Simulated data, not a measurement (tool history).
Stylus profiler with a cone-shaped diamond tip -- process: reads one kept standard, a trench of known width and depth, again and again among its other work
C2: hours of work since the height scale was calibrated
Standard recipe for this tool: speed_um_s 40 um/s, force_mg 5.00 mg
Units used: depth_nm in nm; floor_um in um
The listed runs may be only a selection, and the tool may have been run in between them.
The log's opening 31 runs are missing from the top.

{"run": 32, "hour": 481.6, "speed_um_s": 64, "force_mg": 2.87, "scans with this tip": 1194, "C2": 296, "depth_nm": 201.93, "floor_um": 47.87}
{"run": 33, "hour": 500.7, "speed_um_s": 13, "force_mg": 9.15, "scans with this tip": 1228, "C2": 305, "depth_nm": 203.97, "floor_um": 48.2}
{"run": 34, "hour": 511.6, "speed_um_s": 46, "force_mg": 5.0, "scans with this tip": 1247, "C2": 310, "depth_nm": 202.59, "floor_um": 48.03}
{"run": 35, "hour": 533.8, "speed_um_s": 137, "force_mg": 5.64, "scans with this tip": 1286, "C2": 319, "depth_nm": 202.76, "floor_um": 47.83}
{"run": 36, "hour": 548.1, "speed_um_s": 137, "force_mg": 5.64, "scans with this tip": 1312, "C2": 326, "depth_nm": 202.82, "floor_um": 47.76}
{"run": 37, "hour": 565.3, "speed_um_s": 86, "force_mg": 1.79, "scans with this tip": 1342, "C2": 333, "depth_nm": 201.48, "floor_um": 47.77}
{"run": 38, "hour": 583.4, "speed_um_s": 21, "force_mg": 10.68, "scans with this tip": 1374, "C2": 341, "depth_nm": 204.16, "floor_um": 48.1}
{"run": 39, "hour": 605.1, "speed_um_s": 39, "force_mg": 8.68, "scans with this tip": 1413, "C2": 351, "depth_nm": 203.76, "floor_um": 48.07}
{"run": 40, "hour": 625.7, "speed_um_s": 29, "force_mg": 2.89, "scans with this tip": 1449, "C2": 360, "depth_nm": 201.95, "floor_um": 48.03}
{"run": 41, "hour": 643.9, "speed_um_s": 134, "force_mg": 6.11, "scans with this tip": 1481, "C2": 368, "depth_nm": 202.8, "floor_um": 47.81}
{"run": 42, "hour": 664.7, "speed_um_s": 134, "force_mg": 6.11, "scans with this tip": 1518, "C2": 377, "depth_nm": 203.11, "floor_um": 47.84}
{"run": 43, "hour": 677.3, "speed_um_s": 134, "force_mg": 1.88, "scans with this tip": 1540, "C2": 382, "depth_nm": 201.51, "floor_um": 47.48}
{"run": 44, "hour": 689.8, "speed_um_s": 134, "force_mg": 1.88, "scans with this tip": 1563, "C2": 388, "depth_nm": 201.43, "floor_um": 47.55}
{"run": 45, "hour": 710.0, "speed_um_s": 159, "force_mg": 4.08, "scans with this tip": 1598, "C2": 397, "depth_nm": 202.38, "floor_um": 47.66}
{"run": 46, "hour": 727.2, "speed_um_s": 159, "force_mg": 4.08, "scans with this tip": 1629, "C2": 404, "depth_nm": 202.36, "floor_um": 47.65}

Below are 5 alternative next runs, each starting from the tool's condition after run 46. Predict each:
{"run": "A", "hour": 738.4, "speed_um_s": 47, "force_mg": 12.77, "scans with this tip": 1649, "C2": 409, "depth_nm": "?", "floor_um": "?"}
{"run": "B", "hour": 738.4, "speed_um_s": 49, "force_mg": 11.78, "scans with this tip": 1649, "C2": 409, "depth_nm": "?", "floor_um": "?"}
{"run": "C", "hour": 738.4, "speed_um_s": 41, "force_mg": 2.71, "scans with this tip": 1649, "C2": 409, "depth_nm": "?", "floor_um": "?"}
{"run": "D", "hour": 738.4, "speed_um_s": 159, "force_mg": 1.98, "scans with this tip": 1649, "C2": 409, "depth_nm": "?", "floor_um": "?"}
{"run": "E", "hour": 738.4, "speed_um_s": 12, "force_mg": 2.27, "scans with this tip": 1649, "C2": 409, "depth_nm": "?", "floor_um": "?"}

run=A depth_nm=204.89 floor_um=48.06
run=B depth_nm=204.72 floor_um=48.10
run=C depth_nm=201.69 floor_um=47.98
run=D depth_nm=201.76 floor_um=47.46
run=E depth_nm=201.74 floor_um=48.08
The same runs, with their run-to-run variation unchanged, on a tool lacking any hidden condition would have given:
run=A depth_nm=204.61 floor_um=48.17
run=B depth_nm=204.44 floor_um=48.21
run=C depth_nm=201.42 floor_um=48.09
run=D depth_nm=201.49 floor_um=47.57
run=E depth_nm=201.47 floor_um=48.19
